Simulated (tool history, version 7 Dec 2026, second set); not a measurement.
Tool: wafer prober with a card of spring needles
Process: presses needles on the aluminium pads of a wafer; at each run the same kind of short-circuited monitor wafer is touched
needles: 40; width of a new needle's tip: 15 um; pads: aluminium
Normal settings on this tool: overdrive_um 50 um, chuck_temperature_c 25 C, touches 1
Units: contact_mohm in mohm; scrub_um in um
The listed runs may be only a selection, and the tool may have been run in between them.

run	hour	overdrive_um	chuck_temperature_c	touches	contact_mohm	scrub_um
1	0	50	25	1	184	12.81
# hour 3: tips cleaned on abrasive film
# hour 8: tips cleaned on abrasive film
# hour 13: tips cleaned on abrasive film
# hour 18: tips cleaned on abrasive film
# hour 23: tips cleaned on abrasive film
# hour 28: tips cleaned on abrasive film
# hour 33: tips cleaned on abrasive film
# hour 38: tips cleaned on abrasive film
2	38.9	50	25	3	182	12.71
# hour 42.9: tips cleaned on abrasive film
# hour 47.9: tips cleaned on abrasive film
# hour 52.9: tips cleaned on abrasive film
# hour 57.9: tips cleaned on abrasive film
# hour 62.9: tips cleaned on abrasive film
# hour 66.9: tips cleaned on abrasive film
# hour 71.9: tips cleaned on abrasive film
# hour 76.9: tips cleaned on abrasive film
# hour 81.9: tips cleaned on abrasive film
3	81.9	34	25	1	186	8.74
# hour 86.9: tips cleaned on abrasive film
# hour 91.9: tips cleaned on abrasive film
# hour 96.9: tips cleaned on abrasive film
# hour 101.9: tips cleaned on abrasive film
# hour 106.9: tips cleaned on abrasive film
# hour 111.9: tips cleaned on abrasive film
# hour 116.9: tips cleaned on abrasive film
# hour 121.9: tips cleaned on abrasive film
# hour 126.9: tips cleaned on abrasive film
# hour 131.8: tips cleaned on abrasive film
4	131.8	34	25	1	186	8.62
# hour 135.8: tips cleaned on abrasive film
# hour 140.8: tips cleaned on abrasive film
# hour 145.8: tips cleaned on abrasive film
# hour 150.8: tips cleaned on abrasive film
# hour 155.8: tips cleaned on abrasive film
# hour 160.8: tips cleaned on abrasive film
# hour 165: height of the first contact set anew
# hour 166.1: tips cleaned on abrasive film
# hour 171.1: tips cleaned on abrasive film
5	174.4	50	25	1	180	12.81
# hour 175.5: tips cleaned on abrasive film
# hour 179.5: tips cleaned on abrasive film
# hour 184.5: tips cleaned on abrasive film
# hour 188.5: tips cleaned on abrasive film
# hour 193.5: tips cleaned on abrasive film
# hour 198.5: tips cleaned on abrasive film
# hour 203.5: tips cleaned on abrasive film
# hour 207.5: tips cleaned on abrasive film
# hour 212.5: tips cleaned on abrasive film
# hour 216.5: tips cleaned on abrasive film
# hour 221.5: tips cleaned on abrasive film
6	223.7	50	25	1	182	12.71
# hour 225.7: tips cleaned on abrasive film
# hour 230.7: tips cleaned on abrasive film
# hour 235.7: tips cleaned on abrasive film
# hour 240.7: tips cleaned on abrasive film
# hour 245.7: tips cleaned on abrasive film
# hour 249.7: tips cleaned on abrasive film
# hour 254.7: tips cleaned on abrasive film
# hour 258.7: tips cleaned on abrasive film
7	259.4	50	25	1	180	12.87
# hour 263.4: tips cleaned on abrasive film
# hour 268.4: tips cleaned on abrasive film
# hour 273.4: tips cleaned on abrasive film
# hour 278.4: tips cleaned on abrasive film
8	281.7	50	25	2	181	12.73
# hour 282.8: tips cleaned on abrasive film
# hour 287.8: tips cleaned on abrasive film
# hour 292.8: tips cleaned on abrasive film
# hour 297.8: tips cleaned on abrasive film
# hour 302.8: tips cleaned on abrasive film
# hour 307.8: tips cleaned on abrasive film
# hour 312.8: tips cleaned on abrasive film
# hour 316.8: tips cleaned on abrasive film
# hour 321.8: tips cleaned on abrasive film
9	324.7	50	25	2	181	12.8
# hour 326.8: tips cleaned on abrasive film
# hour 330.8: tips cleaned on abrasive film
# hour 335.8: tips cleaned on abrasive film
# hour 340.8: tips cleaned on abrasive film
# hour 345.8: tips cleaned on abrasive film
# hour 349.8: tips cleaned on abrasive film
10	350.7	50	25	2	180	12.87
# hour 354.8: tips cleaned on abrasive film
# hour 358.8: tips cleaned on abrasive film
# hour 363.8: tips cleaned on abrasive film
# hour 367.8: tips cleaned on abrasive film
# hour 372.8: tips cleaned on abrasive film
11	374.7	50	25	1	182	12.76
# hour 377.7: tips cleaned on abrasive film
# hour 382.7: tips cleaned on abrasive film
# hour 384: height of the first contact set anew
# hour 387.1: tips cleaned on abrasive film
# hour 392.1: tips cleaned on abrasive film
# hour 397.1: tips cleaned on abrasive film
# hour 402.1: tips cleaned on abrasive film
# hour 406.1: tips cleaned on abrasive film
# hour 411.1: tips cleaned on abrasive film
# hour 416.1: tips cleaned on abrasive film
# hour 421.1: tips cleaned on abrasive film
# hour 425.1: tips cleaned on abrasive film
12	425.1	50	25	1	181	12.86
# hour 430.1: tips cleaned on abrasive film
# hour 435.1: tips cleaned on abrasive film
# hour 440.1: tips cleaned on abrasive film
# hour 445.1: tips cleaned on abrasive film
# hour 449.6: tips cleaned on abrasive film
13	449.6	50	58	1	188	12.84
# hour 454.6: tips cleaned on abrasive film
# hour 459.6: tips cleaned on abrasive film
# hour 464.6: tips cleaned on abrasive film
# hour 468.6: tips cleaned on abrasive film
# hour 473.6: tips cleaned on abrasive film
# hour 478.6: tips cleaned on abrasive film
14	480.2	53	27	2	178	13.58
# hour 483.3: tips cleaned on abrasive film
# hour 488.3: tips cleaned on abrasive film
# hour 493.3: tips cleaned on abrasive film
# hour 498.3: tips cleaned on abrasive film
# hour 503.3: tips cleaned on abrasive film
# hour 508.3: tips cleaned on abrasive film
# hour 513.3: tips cleaned on abrasive film
# hour 517.8: tips cleaned on abrasive film
15	517.8	52	27	1	179	13.42
# hour 522.8: tips cleaned on abrasive film
# hour 527.8: tips cleaned on abrasive film
# hour 531.8: tips cleaned on abrasive film
# hour 536.8: tips cleaned on abrasive film
# hour 541.8: tips cleaned on abrasive film
# hour 546.8: tips cleaned on abrasive film
16	549.4	52	27	1	181	13.39
# hour 551.4: tips cleaned on abrasive film
# hour 556.4: tips cleaned on abrasive film
# hour 561.4: tips cleaned on abrasive film
# hour 566.4: tips cleaned on abrasive film
# hour 571.4: tips cleaned on abrasive film
# hour 575.4: tips cleaned on abrasive film
# hour 580.4: tips cleaned on abrasive film
# hour 585.4: tips cleaned on abrasive film
# hour 590.4: tips cleaned on abrasive film
# hour 595.4: tips cleaned on abrasive film
17	596.1	52	27	1	181	13.39
# hour 600.1: tips cleaned on abrasive film
# hour 602.4: height of the first contact set anew
# hour 605.4: tips cleaned on abrasive film
# hour 609.4: tips cleaned on abrasive film
# hour 614.4: tips cleaned on abrasive film
# hour 619.4: tips cleaned on abrasive film
# hour 623.4: tips cleaned on abrasive film
# hour 628.4: tips cleaned on abrasive film
# hour 633.4: tips cleaned on abrasive film
# hour 638.4: tips cleaned on abrasive film
# hour 642.6: tips cleaned on abrasive film
18	642.6	52	27	1	184	13.47
# hour 646.6: tips cleaned on abrasive film
# hour 651.6: tips cleaned on abrasive film
# hour 655.7: tips cleaned on abrasive film
# hour 660.7: tips cleaned on abrasive film
# hour 665.7: tips cleaned on abrasive film
# hour 670.7: tips cleaned on abrasive film
# hour 675.7: tips cleaned on abrasive film
# hour 679.8: tips cleaned on abrasive film
19	679.8	50	34	1	184	12.85
# hour 684.7: tips cleaned on abrasive film
# hour 688.8: tips cleaned on abrasive film
# hour 693.8: tips cleaned on abrasive film
# hour 698.8: tips cleaned on abrasive film
# hour 702.8: tips cleaned on abrasive film
# hour 707.8: tips cleaned on abrasive film
# hour 712.8: tips cleaned on abrasive film
# hour 717.8: tips cleaned on abrasive film
# hour 722.8: tips cleaned on abrasive film
20	725.7	43	107	1	198	11.09
# hour 727.7: tips cleaned on abrasive film
# hour 731.8: tips cleaned on abrasive film
# hour 736.8: tips cleaned on abrasive film
# hour 741.8: tips cleaned on abrasive film
# hour 745.8: tips cleaned on abrasive film
# hour 750.8: tips cleaned on abrasive film
21	754	50	68	1	191	12.84

Consider 3 possible next runs. They are alternatives, not a sequence: every one starts from the tool as it was left by run 21. What does each give?
# hour 755.1: tips cleaned on abrasive film
# hour 760.1: tips cleaned on abrasive film
# hour 765.1: tips cleaned on abrasive film
# hour 770.1: tips cleaned on abrasive film
# hour 775.1: tips cleaned on abrasive film
# hour 780.1: tips cleaned on abrasive film
# hour 785.1: tips cleaned on abrasive film
A	788.3	56	25	2	?	?
# hour 755.1: tips cleaned on abrasive film
# hour 760.1: tips cleaned on abrasive film
# hour 765.1: tips cleaned on abrasive film
# hour 770.1: tips cleaned on abrasive film
# hour 775.1: tips cleaned on abrasive film
# hour 780.1: tips cleaned on abrasive film
# hour 785.1: tips cleaned on abrasive film
B	788.3	41	47	1	?	?
# hour 755.1: tips cleaned on abrasive film
# hour 760.1: tips cleaned on abrasive film
# hour 765.1: tips cleaned on abrasive film
# hour 770.1: tips cleaned on abrasive film
# hour 775.1: tips cleaned on abrasive film
# hour 780.1: tips cleaned on abrasive film
# hour 785.1: tips cleaned on abrasive film
C	788.3	64	25	3	?	?

run	contact_mohm	scrub_um
A	181	14.56
B	188	10.6
C	181	16.56
Without the tool's hidden state the same runs would have given:
run	contact_mohm	scrub_um
A	180	14.36
B	188	10.46
C	181	16.33
